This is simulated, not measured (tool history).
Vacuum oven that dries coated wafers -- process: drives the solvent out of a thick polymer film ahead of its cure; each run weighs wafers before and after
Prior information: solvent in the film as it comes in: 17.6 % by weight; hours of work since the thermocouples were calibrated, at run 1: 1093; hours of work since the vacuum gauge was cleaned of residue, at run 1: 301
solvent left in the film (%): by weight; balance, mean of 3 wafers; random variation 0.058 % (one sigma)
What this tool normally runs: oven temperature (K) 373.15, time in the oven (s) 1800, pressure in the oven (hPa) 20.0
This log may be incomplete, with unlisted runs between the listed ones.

run,hour,oven temperature (K),time in the oven (s),pressure in the oven (hPa),hours of work since the thermocouples were calibrated,hours of work since the vacuum gauge was cleaned of residue,solvent left in the film (%)
1,0.0,373.15,1800,20.0,1093,301,3.42
# hour 19.6: oven's thermocouples calibrated
2,23.9,373.15,1800,20.0,3,318,3.43
3,41.2,373.15,1800,20.0,17,332,3.35
4,62.1,373.15,1800,20.0,34,349,3.40
5,83.5,373.15,1800,20.0,51,366,3.31
# hour 95.0: oven's thermocouples calibrated, once more
6,99.1,373.15,1800,24.6,3,376,3.35
7,119.4,373.15,3060,20.0,19,392,2.09
8,132.5,373.15,3060,20.0,30,403,1.90
9,152.1,373.15,3060,20.0,45,418,2.06
10,174.6,373.15,3060,20.0,63,436,2.06
11,192.4,373.15,1800,20.0,77,450,3.06
12,211.3,373.15,1800,20.0,92,465,3.03
13,232.5,373.15,1800,14.3,109,482,2.70
14,243.2,373.15,1800,15.5,117,490,2.80
15,253.2,377.15,1800,20.0,125,498,2.31
16,268.1,377.15,1800,20.0,137,510,2.35
17,291.5,358.15,1800,47.5,156,529,10.13
18,303.9,378.15,2640,12.7,165,538,1.14
19,325.1,373.15,3060,20.0,182,555,2.09
20,341.3,363.15,1800,20.0,195,568,5.84
21,356.4,373.15,1920,30.2,207,580,3.80
22,367.3,373.15,1920,30.2,216,589,3.64
23,386.0,369.15,2400,28.5,230,604,3.94
24,398.2,382.15,2220,42.0,240,613,2.75
25,416.8,382.15,2220,42.0,255,628,2.76
26,438.1,382.15,2220,42.0,272,645,2.91
27,461.8,383.15,1800,20.0,290,664,1.62
28,482.0,373.15,1800,35.6,306,680,4.43
29,503.4,378.15,1800,20.0,323,697,2.21
30,520.7,378.15,1800,20.0,337,710,2.36
31,536.3,378.15,2100,20.0,349,723,2.02

Predict each of these 3 candidate next runs independently; none follows another, all start after run 31:
A,559.8,373.15,1500,17.1,368,741,?
B,559.8,373.15,960,36.5,368,741,?
C,559.8,373.15,960,20.0,368,741,?

run,solvent left in the film (%)
A,3.54
B,6.74
C,5.61
Without the tool's unlogged condition, the same runs would have read:
run,solvent left in the film (%)
A,3.16
B,6.34
C,5.23
